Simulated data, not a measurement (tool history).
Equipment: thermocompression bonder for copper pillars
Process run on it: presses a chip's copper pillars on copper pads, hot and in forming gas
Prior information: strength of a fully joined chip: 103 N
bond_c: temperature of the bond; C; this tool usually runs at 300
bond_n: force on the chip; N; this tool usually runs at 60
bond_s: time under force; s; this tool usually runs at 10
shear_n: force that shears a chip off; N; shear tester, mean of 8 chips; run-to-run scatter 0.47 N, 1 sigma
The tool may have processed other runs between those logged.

run	hour	bond_c	bond_n	bond_s	shear_n
1	0.0	300	60	10	68.4
2	33.5	300	60	10	68.6
3	64.1	300	76	10	78.9
4	111.1	300	67	10	72.5
5	151.3	300	67	14	79.8
6	171.9	300	90	10	84.7
7	211.9	300	90	10	84.4
8	241.4	300	60	10	68.1
9	282.2	300	60	10	68.0
10	319.5	300	60	10	67.5
# hour 348.1: heater calibrated with a thermocouple chip
11	349.1	300	60	26	84.4
12	392.7	300	60	26	84.1
13	438.5	300	60	10	67.7
14	481.4	300	60	9	65.9
15	521.6	304	55	6	56.4
# hour 553.4: forming gas filter changed
16	554.7	325	55	6	65.7
17	587.8	305	66	28	89.1
18	613.1	314	84	28	97.5
19	648.1	283	67	6	55.5
20	688.5	304	60	11	71.6
21	727.4	304	60	15	77.5

For run 22, what comes out?
22	748.6	328	41	6	?

{"run 22": {"shear_n": 53.4}}
Minus the tool's unlogged condition, the same run would have read shear_n 53.7 N.
